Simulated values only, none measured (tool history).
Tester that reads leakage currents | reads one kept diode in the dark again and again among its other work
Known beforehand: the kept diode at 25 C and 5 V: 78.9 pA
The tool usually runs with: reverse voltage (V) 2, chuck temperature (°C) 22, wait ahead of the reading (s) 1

run	hour	reverse voltage (V)	chuck temperature (°C)	wait ahead of the reading (s)	current that the tester gives (pA)
1	0	2	22	1	37.88
2	66.6	2	22	1	38.1
3	150.1	2	35	1	129.25
4	192.2	2	35	1	128.63
5	249.1	2	35	1	128.94
6	290.9	2	35	1	128.94
7	336.1	2	35	1	128.13
8	388.5	2	35	1	129.31
9	441.1	13.22	22	1	99.26
10	490.9	13.22	22	1	99.57
11	571.7	13.22	22	1	100.6
12	639.1	13.22	22	1	99.5
13	692	2	22	1	38.03
14	746.9	2	22	1	37.78
15	787.7	2	27	1	61.48
16	834.8	2	22	0.54	38.64
17	907.3	2	22	1	37.61
18	963.6	2	22	1	37.9
19	1054.9	2	22	1	37.93
20	1126.5	2	22	1	37.83
21	1168.8	8.34	22	1.14	78.03
22	1243	4.36	22	3.6	55.5
23	1287.6	4.36	22	3.6	55.3
24	1347.4	1.38	22	1	31.53
25	1426.7	1.38	22	1	31.32
26	1468.4	1.35	50	1.81	388.25
27	1553.8	1.35	50	1.81	385.64
28	1641.5	5.37	22	1	62.71
29	1686.8	16.78	56	9.28	2218.07
30	1768.1	16.78	40	9.28	579.27
31	1828.5	6.54	22	2.07	68.53
32	1907.5	6.54	23	1.97	74.67
33	1948.5	1.49	22	3.03	31.99
34	2031.3	1.6	58	0.79	808.6
# hour 2062.1: chuck's temperature calibrated
35	2102	2	22	1.31	37.61
36	2146	2	56	5.62	765.94
37	2227	3.79	22	1.1	52.2
38	2286.9	8.29	60	0.55	2139.97
39	2372.6	2	53	1	603.95
40	2433.9	2	53	1	606.85

The logged runs with the hidden state left out (each run's random variation unchanged):
Hidden state at play: stray current of the dirty probe card, pA a volt; current scale over the true one, %; true chuck temperature over the reading, C; drift of the gauge itself on leakage_pa, %.
run	current that the tester gives (pA)
1	37.88
2	38.1
3	129.26
4	128.64
5	128.95
6	128.95
7	128.14
8	129.33
9	99.23
10	99.54
11	100.57
12	99.47
13	38.03
14	37.78
15	61.49
16	38.64
17	37.61
18	37.9
19	37.93
20	37.83
21	78.02
22	55.5
23	55.3
24	31.54
25	31.33
26	388.36
27	385.75
28	62.7
29	2218.69
30	579.39
31	68.52
32	74.66
33	31.99
34	808.88
35	37.61
36	766.05
37	52.19
38	2140.29
39	604.05
40	606.96
